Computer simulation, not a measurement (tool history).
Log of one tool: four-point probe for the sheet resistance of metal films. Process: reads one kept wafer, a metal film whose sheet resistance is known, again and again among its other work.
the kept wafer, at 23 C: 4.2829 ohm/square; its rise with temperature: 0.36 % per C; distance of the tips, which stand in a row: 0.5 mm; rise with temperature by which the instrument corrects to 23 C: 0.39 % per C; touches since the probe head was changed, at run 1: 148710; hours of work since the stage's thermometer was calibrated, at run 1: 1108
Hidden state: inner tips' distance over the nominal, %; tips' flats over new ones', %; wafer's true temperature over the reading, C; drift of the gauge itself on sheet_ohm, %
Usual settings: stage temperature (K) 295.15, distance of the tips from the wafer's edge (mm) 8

| run | hour | stage temperature (K) | distance of the tips from the wafer's edge (mm) | touches since the probe head was changed | hours of work since the stage's thermometer was calibrated | sheet resistance as the instrument gives it (ohm/square) |
|---|---|---|---|---|---|---|
| 1 | 0 | 295.15 | 8 | 148710 | 1108 | 4.333644 |
| 2 | 44.2 | 295.15 | 8 | 150409 | 1130 | 4.333641 |
| 3 | 123.8 | 295.15 | 27 | 153464 | 1171 | 4.327225 |
| 4 | 208.3 | 295.15 | 8 | 156712 | 1213 | 4.335551 |
|  | 251.2 | new probe head fitted |
| 5 | 272.5 | 295.15 | 7 | 819 | 1245 | 4.282647 |
| 6 | 333.1 | 295.15 | 3 | 3146 | 1276 | 4.335943 |
| 7 | 424.9 | 295.15 | 8 | 6673 | 1322 | 4.281481 |
| 8 | 498.4 | 295.15 | 8 | 9497 | 1360 | 4.282819 |
| 9 | 556.1 | 295.15 | 8 | 11714 | 1389 | 4.283253 |
| 10 | 623.8 | 295.15 | 8 | 14316 | 1423 | 4.286519 |
| 11 | 693.2 | 295.15 | 8 | 16979 | 1458 | 4.285863 |
|  | 736.5 | stage's thermometer calibrated |
| 12 | 748.2 | 295.15 | 8 | 19074 | 6 | 4.287198 |
| 13 | 791 | 295.15 | 8 | 20719 | 28 | 4.288042 |
| 14 | 858.7 | 295.15 | 8 | 23320 | 62 | 4.28912 |
| 15 | 919.1 | 295.15 | 8 | 25640 | 92 | 4.290057 |
| 16 | 1007.5 | 295.15 | 8 | 29034 | 137 | 4.291573 |
| 17 | 1072.5 | 295.15 | 8 | 31532 | 170 | 4.293288 |
| 18 | 1124.8 | 305.15 | 23 | 33542 | 196 | 4.269743 |
|  | 1211.8 | stage's thermometer calibrated, once more |
| 19 | 1211.8 | 305.15 | 23 | 36863 | 0 | 4.259324 |
| 20 | 1285.8 | 305.15 | 23 | 39707 | 37 | 4.259467 |
| 21 | 1327.3 | 305.15 | 23 | 41299 | 58 | 4.259632 |
| 22 | 1416.8 | 305.15 | 42 | 44739 | 104 | 4.260036 |
| 23 | 1463.2 | 305.15 | 3 | 46523 | 127 | 4.324481 |
| 24 | 1534.8 | 304.15 | 18 | 49272 | 163 | 4.264876 |
| 25 | 1587.4 | 304.15 | 3 | 51290 | 190 | 4.327077 |
| 26 | 1670.8 | 297.15 | 26 | 54495 | 232 | 4.277546 |
| 27 | 1738.2 | 306.15 | 8 | 57085 | 266 | 4.272925 |
| 28 | 1794.4 | 306.15 | 8 | 59243 | 295 | 4.272915 |
| 29 | 1890.2 | 294.15 | 3 | 62923 | 343 | 4.347708 |
| 30 | 1956.2 | 293.15 | 27 | 65461 | 377 | 4.287543 |
| 31 | 2015.2 | 293.15 | 13 | 67727 | 406 | 4.291287 |
| 32 | 2103.5 | 294.15 | 51 | 71117 | 451 | 4.287805 |
| 33 | 2157.8 | 297.15 | 44 | 73204 | 479 | 4.283199 |
| 34 | 2216 | 297.15 | 44 | 75438 | 508 | 4.283035 |

Hidden state at the last listed run before each entry between runs and at the first one after, where it differs:
Between runs 4 and 5: new probe head fitted (hour 251.2)
  inner tips' distance over the nominal, %: 0.777 -> -0.432; tips' flats over new ones', %: 74 -> 0; wafer's true temperature over the reading, C: 0.4 -> 0.41
  measured less the result without the state, sheet resistance as the instrument gives it (ohm/square): +0.042348 -> -0.013728
Between runs 11 and 12: stage's thermometer calibrated (hour 736.5)
  inner tips' distance over the nominal, %: -0.335 -> -0.322; tips' flats over new ones', %: 8 -> 9; wafer's true temperature over the reading, C: 0.49 -> 0.6
  measured less the result without the state, sheet resistance as the instrument gives it (ohm/square): -0.008141 -> -0.005717
Between runs 18 and 19: stage's thermometer calibrated, once more (hour 1211.8)
  inner tips' distance over the nominal, %: -0.232 -> -0.212; tips' flats over new ones', %: 16 -> 18; wafer's true temperature over the reading, C: 0.67 -> -0.07
  measured less the result without the state, sheet resistance as the instrument gives it (ohm/square): -0.000896 -> -0.010862
